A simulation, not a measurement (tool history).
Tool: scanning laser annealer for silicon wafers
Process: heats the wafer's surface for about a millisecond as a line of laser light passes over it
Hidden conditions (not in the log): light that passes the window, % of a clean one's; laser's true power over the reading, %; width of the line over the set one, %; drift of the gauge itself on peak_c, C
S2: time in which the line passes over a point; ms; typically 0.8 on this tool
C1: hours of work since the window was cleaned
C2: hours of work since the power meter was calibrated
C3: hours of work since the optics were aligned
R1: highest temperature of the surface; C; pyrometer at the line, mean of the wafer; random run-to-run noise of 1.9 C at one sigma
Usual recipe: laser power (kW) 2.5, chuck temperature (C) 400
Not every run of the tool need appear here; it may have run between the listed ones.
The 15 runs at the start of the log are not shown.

{"run": 16, "day": 16.846, "laser power (kW)": 2.5, "S2": 0.8, "chuck temperature (C)": 400, "C1": 261, "C2": 1018, "C3": 359, "R1": 1196}
{"run": 17, "day": 18.125, "laser power (kW)": 2.5, "S2": 0.8, "chuck temperature (C)": 400, "C1": 280, "C2": 1037, "C3": 378, "R1": 1193}
{"run": 18, "day": 19.417, "laser power (kW)": 2.5, "S2": 0.8, "chuck temperature (C)": 423, "C1": 300, "C2": 1056, "C3": 397, "R1": 1219}
{"run": 19, "day": 20.246, "laser power (kW)": 2.5, "S2": 0.8, "chuck temperature (C)": 423, "C1": 312, "C2": 1068, "C3": 409, "R1": 1213}
{"run": 20, "day": 21.025, "laser power (kW)": 2.5, "S2": 0.8, "chuck temperature (C)": 423, "C1": 324, "C2": 1080, "C3": 421, "R1": 1213}
{"run": 21, "day": 21.825, "laser power (kW)": 2.5, "S2": 0.8, "chuck temperature (C)": 423, "C1": 336, "C2": 1092, "C3": 433, "R1": 1213}
{"run": 22, "day": 22.396, "laser power (kW)": 2.414, "S2": 0.8, "chuck temperature (C)": 361, "C1": 344, "C2": 1100, "C3": 441, "R1": 1123}
{"day": 22.842, "done": "window over the wafer cleaned"}
{"run": 23, "day": 23.667, "laser power (kW)": 2.559, "S2": 0.786, "chuck temperature (C)": 366, "C1": 12, "C2": 1118, "C3": 459, "R1": 1203}
{"run": 24, "day": 24.821, "laser power (kW)": 2.37, "S2": 0.765, "chuck temperature (C)": 403, "C1": 30, "C2": 1135, "C3": 476, "R1": 1157}
{"run": 25, "day": 25.796, "laser power (kW)": 2.201, "S2": 0.8, "chuck temperature (C)": 403, "C1": 44, "C2": 1150, "C3": 491, "R1": 1117}
{"run": 26, "day": 26.9, "laser power (kW)": 2.201, "S2": 0.8, "chuck temperature (C)": 403, "C1": 61, "C2": 1166, "C3": 507, "R1": 1117}
{"run": 27, "day": 28.142, "laser power (kW)": 2.355, "S2": 0.749, "chuck temperature (C)": 403, "C1": 79, "C2": 1185, "C3": 526, "R1": 1139}
{"run": 28, "day": 29.104, "laser power (kW)": 2.5, "S2": 0.79, "chuck temperature (C)": 410, "C1": 93, "C2": 1199, "C3": 540, "R1": 1221}
{"run": 29, "day": 29.925, "laser power (kW)": 2.5, "S2": 0.79, "chuck temperature (C)": 410, "C1": 106, "C2": 1211, "C3": 553, "R1": 1214}
{"run": 30, "day": 30.812, "laser power (kW)": 2.609, "S2": 0.8, "chuck temperature (C)": 388, "C1": 119, "C2": 1225, "C3": 566, "R1": 1237}
{"run": 31, "day": 31.738, "laser power (kW)": 2.311, "S2": 1, "chuck temperature (C)": 368, "C1": 133, "C2": 1238, "C3": 580, "R1": 1214}
{"run": 32, "day": 32.912, "laser power (kW)": 2.5, "S2": 0.663, "chuck temperature (C)": 403, "C1": 150, "C2": 1256, "C3": 597, "R1": 1129}
{"run": 33, "day": 34.229, "laser power (kW)": 2.382, "S2": 0.813, "chuck temperature (C)": 380, "C1": 170, "C2": 1276, "C3": 617, "R1": 1154}
{"run": 34, "day": 35.646, "laser power (kW)": 2.382, "S2": 0.813, "chuck temperature (C)": 380, "C1": 191, "C2": 1297, "C3": 638, "R1": 1153}
{"run": 35, "day": 36.258, "laser power (kW)": 2.145, "S2": 0.861, "chuck temperature (C)": 400, "C1": 200, "C2": 1306, "C3": 647, "R1": 1111}
{"run": 36, "day": 37.217, "laser power (kW)": 2.145, "S2": 0.861, "chuck temperature (C)": 400, "C1": 214, "C2": 1320, "C3": 661, "R1": 1108}
{"run": 37, "day": 38.442, "laser power (kW)": 2.505, "S2": 0.861, "chuck temperature (C)": 400, "C1": 233, "C2": 1338, "C3": 680, "R1": 1237}
{"run": 38, "day": 39.321, "laser power (kW)": 2.373, "S2": 0.989, "chuck temperature (C)": 428, "C1": 246, "C2": 1352, "C3": 693, "R1": 1277}
{"run": 39, "day": 40.488, "laser power (kW)": 2.679, "S2": 0.963, "chuck temperature (C)": 400, "C1": 263, "C2": 1369, "C3": 710, "R1": 1361}
{"run": 40, "day": 41.533, "laser power (kW)": 2.5, "S2": 0.644, "chuck temperature (C)": 400, "C1": 279, "C2": 1384, "C3": 726, "R1": 1103}

Predict each of these 4 candidate next runs independently; none follows another, all start after run 40:
{"run": "A", "day": 42.333, "laser power (kW)": 2.5, "S2": 0.757, "chuck temperature (C)": 403, "C1": 291, "C2": 1396, "C3": 738, "R1": "?"}
{"run": "B", "day": 42.333, "laser power (kW)": 2.66, "S2": 0.644, "chuck temperature (C)": 433, "C1": 291, "C2": 1396, "C3": 738, "R1": "?"}
{"run": "C", "day": 42.333, "laser power (kW)": 2.302, "S2": 0.857, "chuck temperature (C)": 392, "C1": 291, "C2": 1396, "C3": 738, "R1": "?"}
{"run": "D", "day": 42.333, "laser power (kW)": 2.364, "S2": 0.654, "chuck temperature (C)": 362, "C1": 291, "C2": 1396, "C3": 738, "R1": "?"}

run=A R1=1175
run=B R1=1182
run=C R1=1149
run=D R1=1029
Take away the tool's hidden state, keep each run's random variation, and the runs would have read:
run=A R1=1205
run=B R1=1212
run=C R1=1179
run=D R1=1055
